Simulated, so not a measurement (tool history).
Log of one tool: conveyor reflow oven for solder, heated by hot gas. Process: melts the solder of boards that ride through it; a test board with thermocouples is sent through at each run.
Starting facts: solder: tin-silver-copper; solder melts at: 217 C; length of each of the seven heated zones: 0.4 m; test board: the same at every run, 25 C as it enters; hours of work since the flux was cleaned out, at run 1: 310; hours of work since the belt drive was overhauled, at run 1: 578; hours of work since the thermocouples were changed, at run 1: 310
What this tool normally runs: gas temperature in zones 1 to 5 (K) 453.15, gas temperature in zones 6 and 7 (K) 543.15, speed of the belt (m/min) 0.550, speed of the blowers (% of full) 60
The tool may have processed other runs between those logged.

run   hour  gas temperature in zones 1 to 5 (K)  gas temperature in zones 6 and 7 (K)  speed of the belt (m/min)  speed of the blowers (% of full)  hours of work since the flux was cleaned out  hours of work since the belt drive was overhauled  hours of work since the thermocouples were changed  highest temperature of the board (K)  time above the solder's melting point (s)
  1    0.0                               453.15                                543.15                      0.550                                60                                           310                                                578                                                 310                                526.57                                       69.4
  2    6.4                               453.15                                543.15                      0.550                                60                                           315                                                583                                                 315                                526.64                                       69.8
  3   16.2                               453.15                                543.15                      0.484                                60                                           322                                                590                                                 322                                530.29                                       83.4
  4   30.7                               453.15                                543.15                      0.484                                60                                           332                                                600                                                 332                                530.57                                       83.5
  5   40.6                               453.15                                543.15                      0.484                                60                                           339                                                607                                                 339                                530.31                                       83.3
  6   52.4                               453.15                                543.15                      0.484                                60                                           348                                                616                                                 348                                530.41                                       83.4
  7   58.7                               453.15                                543.15                      0.484                                60                                           352                                                620                                                 352                                530.32                                       83.2
      64.4  -- flux residue cleaned out of gas plates and filters
  8   77.1                               453.15                                543.15                      0.484                                60                                             9                                                630                                                 362                                530.02                                       82.9
  9   88.5                               453.15                                543.15                      0.550                                60                                            17                                                638                                                 370                                526.31                                       69.1
 10   97.2                               453.15                                543.15                      0.550                                60                                            23                                                644                                                 376                                525.99                                       68.9
     107.8  -- flux residue cleaned out of gas plates and filters, once more
 11  116.2                               453.15                                543.15                      0.550                                60                                             6                                                654                                                 386                                527.31                                       70.6
 12  126.5                               453.15                                543.15                      0.550                                60                                            13                                                662                                                 393                                527.40                                       70.7
 13  138.8                               453.15                                543.15                      0.550                                63                                            22                                                671                                                 402                                528.34                                       71.3
 14  151.0                               453.15                                543.15                      0.550                                63                                            31                                                679                                                 411                                528.32                                       71.3
 15  165.4                               452.15                                550.15                      0.543                                72                                            41                                                690                                                 421                                537.05                                       78.6
 16  179.4                               453.15                                546.15                      0.641                                60                                            51                                                700                                                 431                                524.76                                       57.4
 17  193.7                               465.15                                543.15                      0.550                                60                                            61                                                710                                                 441                                529.65                                       78.5
 18  206.6                               465.15                                555.15                      0.545                                80                                            71                                                719                                                 451                                545.11                                       88.1
 19  221.1                               453.15                                543.15                      0.476                                60                                            81                                                729                                                 461                                531.53                                       86.4
 20  233.5                               453.15                                543.15                      0.476                                60                                            90                                                738                                                 470                                531.71                                       86.8
 21  247.6                               463.15                                557.15                      0.473                                60                                           100                                                748                                                 480                                546.00                                      101.2
 22  261.0                               453.15                                548.15                      0.614                                83                                           110                                                758                                                 490                                534.70                                       68.2
 23  271.1                               443.15                                545.15                      0.550                                83                                           117                                                765                                                 497                                533.38                                       72.2

5 options for the next run, each taken on its own from the tool as it stands now. Forecast them:
  A  280.0                               443.15                                543.15                      0.598                                53                                           123                                                772                                                 503                                     ?                                          ?
  B  280.0                               443.15                                533.15                      0.550                                52                                           123                                                772                                                 503                                     ?                                          ?
  C  280.0                               446.15                                532.15                      0.510                                60                                           123                                                772                                                 503                                     ?                                          ?
  D  280.0                               443.15                                540.15                      0.473                                54                                           123                                                772                                                 503                                     ?                                          ?
  E  280.0                               453.15                                537.15                      0.506                                89                                           123                                                772                                                 503                                     ?                                          ?

run  highest temperature of the board (K)  time above the solder's melting point (s)
  A                                519.51                                       52.4
  B                                514.00                                       51.9
  C                                518.65                                       65.5
  D                                525.81                                       77.1
  E                                530.05                                       82.0
Stripped of hidden state, with their random variation kept, the same runs would have yielded:
run  highest temperature of the board (K)  time above the solder's melting point (s)
  A                                518.93                                       50.6
  B                                513.47                                       50.1
  C                                518.25                                       63.6
  D                                525.33                                       74.9
  E                                529.85                                       80.2
